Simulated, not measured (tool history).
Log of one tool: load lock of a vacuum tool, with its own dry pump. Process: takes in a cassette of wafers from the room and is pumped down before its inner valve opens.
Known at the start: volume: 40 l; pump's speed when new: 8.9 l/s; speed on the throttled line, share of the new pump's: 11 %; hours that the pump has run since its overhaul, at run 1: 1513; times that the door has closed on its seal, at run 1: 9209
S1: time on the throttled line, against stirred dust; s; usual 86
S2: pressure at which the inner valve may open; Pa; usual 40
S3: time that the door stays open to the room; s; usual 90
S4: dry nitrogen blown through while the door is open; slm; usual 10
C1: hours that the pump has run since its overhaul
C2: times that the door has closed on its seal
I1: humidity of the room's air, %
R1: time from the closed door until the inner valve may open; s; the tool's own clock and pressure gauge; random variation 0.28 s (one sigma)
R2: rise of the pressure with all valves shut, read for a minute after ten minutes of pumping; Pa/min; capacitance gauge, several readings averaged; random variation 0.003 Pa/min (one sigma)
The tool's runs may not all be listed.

Run 1, hour 0: usual settings; C1 1513; C2 9209; I1 45.2. Result: R1 112.4 s, R2 0.208 Pa/min.
Run 2, hour 63.5: usual settings; C1 1577; C2 9396; I1 46.2. Result: R1 112.8 s, R2 0.217 Pa/min.
Run 3, hour 139.6: usual settings; C1 1653; C2 9619; I1 46.6. Result: R1 112.6 s, R2 0.226 Pa/min.
Run 4, hour 211.9: usual settings; C1 1725; C2 9832; I1 41.9. Result: R1 112.3 s, R2 0.229 Pa/min.
Run 5, hour 293.8: usual settings but S3 80 s; C1 1807; C2 10072; I1 45.4. Result: R1 112.6 s, R2 0.232 Pa/min.
Run 6, hour 335.5: usual settings but S3 80 s; C1 1849; C2 10195; I1 43.4. Result: R1 112.7 s, R2 0.239 Pa/min.
Run 7, hour 404.8: usual settings but S2 37 Pa; C1 1918; C2 10398; I1 49.9. Result: R1 113.4 s, R2 0.246 Pa/min.
Run 8, hour 451.2: usual settings; C1 1965; C2 10535; I1 46. Result: R1 112.7 s, R2 0.25 Pa/min.
Run 9, hour 546.1: usual settings; C1 2060; C2 10813; I1 45.4. Result: R1 112.6 s, R2 0.26 Pa/min.
Run 10, hour 597.4: usual settings; C1 2111; C2 10964; I1 46.7. Result: R1 112.5 s, R2 0.264 Pa/min.
Run 11, hour 642.6: usual settings; C1 2156; C2 11097; I1 46.1. Result: R1 113 s, R2 0.268 Pa/min.
Run 12, hour 698.3: usual settings; C1 2212; C2 11260; I1 46. Result: R1 112.5 s, R2 0.269 Pa/min.
Run 13, hour 751.7: usual settings but S2 44 Pa; C1 2265; C2 11417; I1 46. Result: R1 112.5 s, R2 0.284 Pa/min.
Run 14, hour 813.6: usual settings but S2 44 Pa; C1 2327; C2 11599; I1 45.8. Result: R1 112.5 s, R2 0.282 Pa/min.
Run 15, hour 866.8: usual settings but S2 44 Pa; C1 2380; C2 11755; I1 44.9. Result: R1 112.3 s, R2 0.291 Pa/min.
Run 16, hour 944.1: usual settings but S2 44 Pa; C1 2458; C2 11982; I1 43.6. Result: R1 112.5 s, R2 0.291 Pa/min.
Run 17, hour 997.2: usual settings but S2 44 Pa; C1 2511; C2 12138; I1 47.2. Result: R1 112.6 s, R2 0.305 Pa/min.
Run 18, hour 1065: usual settings but S2 68 Pa, S3 28 s; C1 2578; C2 12337; I1 44.2. Result: R1 110.2 s, R2 0.288 Pa/min.
Run 19, hour 1164.1: usual settings but S1 70 s, S2 38 Pa, S3 28 s; C1 2678; C2 12628; I1 45.4. Result: R1 99.2 s, R2 0.29 Pa/min.
Run 20, hour 1217.2: usual settings but S1 70 s, S2 48 Pa, S3 28 s, S4 4 slm; C1 2731; C2 12784; I1 44.7. Result: R1 97.7 s, R2 0.306 Pa/min.
Run 21, hour 1304.3: usual settings but S1 171 s, S2 58 Pa, S3 230 s, S4 39 slm; C1 2818; C2 13040; I1 46.6. Result: R1 186.9 s, R2 0.323 Pa/min.
Run 22, hour 1358.7: usual settings but S1 171 s, S2 58 Pa, S3 230 s, S4 39 slm; C1 2872; C2 13200; I1 46.7. Result: R1 186.6 s, R2 0.333 Pa/min.
Run 23, hour 1408.3: usual settings but S2 32 Pa, S3 196 s; C1 2922; C2 13345; I1 46.1. Result: R1 114.2 s, R2 0.358 Pa/min.
Run 24, hour 1489.8: usual settings but S1 57 s, S2 47 Pa, S3 203 s; C1 3003; C2 13584; I1 44.5. Result: R1 86.6 s, R2 0.358 Pa/min.
Run 25, hour 1563: usual settings but S1 57 s, S2 47 Pa, S3 203 s; C1 3076; C2 13799; I1 48.7. Result: R1 87 s, R2 0.371 Pa/min.
Run 26, hour 1646.8: usual settings but S1 51 s, S2 47 Pa, S3 203 s, S4 41 slm; C1 3160; C2 14045; I1 43.6. Result: R1 81.5 s, R2 0.352 Pa/min.
Run 27, hour 1702.3: usual settings but S2 31 Pa, S3 80 s, S4 11 slm; C1 3216; C2 14208; I1 48. Result: R1 114.8 s, R2 0.367 Pa/min.
Run 28, hour 1767: usual settings but S1 79 s, S2 30 Pa, S3 46 s, S4 11 slm; C1 3280; C2 14398; I1 44.2. Result: R1 108.3 s, R2 0.368 Pa/min.
Run 29, hour 1864.6: usual settings but S3 63 s, S4 11 slm; C1 3378; C2 14685; I1 41.9. Result: R1 113.5 s, R2 0.378 Pa/min.
Run 30, hour 1911.2: usual settings but S3 63 s, S4 11 slm; C1 3425; C2 14822; I1 46.8. Result: R1 113.1 s, R2 0.399 Pa/min.
Run 31, hour 2011.6: usual settings but S2 44 Pa, S3 65 s; C1 3525; C2 15117; I1 49.8. Result: R1 112.7 s, R2 0.402 Pa/min.
Run 32, hour 2088.8: usual settings but S2 44 Pa, S3 65 s; C1 3602; C2 15343; I1 41.7. Result: R1 112.9 s, R2 0.403 Pa/min.
Run 33, hour 2187.1: usual settings but S2 44 Pa, S3 65 s; C1 3701; C2 15632; I1 43.4. Result: R1 113.1 s, R2 0.422 Pa/min.

The same runs without the tool's hidden state, with the same run-to-run variation:
The hidden state here: pump's speed, % of a new pump's; leak at the door's seal, Pa l/s; drift of the gauge itself on ready_s, %; drift of the gauge itself on rise_pa_min, %.
run     R1     R2
  1  111.8  0.041
  2  112.2  0.042
  3  112.1  0.045
  4  111.7  0.042
  5    112  0.038
  6  112.1  0.041
  7  112.7  0.045
  8    112  0.041
  9  111.9  0.045
 10  111.8  0.046
 11  112.3  0.043
 12  111.7  0.041
 13  111.7  0.048
 14  111.8  0.043
 15  111.5  0.047
 16  111.7  0.036
 17  111.7  0.045
 18  109.4  0.027
 19   98.2  0.018
 20   96.8  0.028
 21  186.4  0.043
 22  186.1  0.043
 23  113.1  0.063
 24   85.5  0.055
 25   85.9  0.062
 26   80.4  0.036
 27  113.7  0.037
 28  107.1  0.034
 29  112.4  0.028
 30  111.9  0.038
 31  111.6   0.04
 32  111.7  0.032
 33  111.9  0.034

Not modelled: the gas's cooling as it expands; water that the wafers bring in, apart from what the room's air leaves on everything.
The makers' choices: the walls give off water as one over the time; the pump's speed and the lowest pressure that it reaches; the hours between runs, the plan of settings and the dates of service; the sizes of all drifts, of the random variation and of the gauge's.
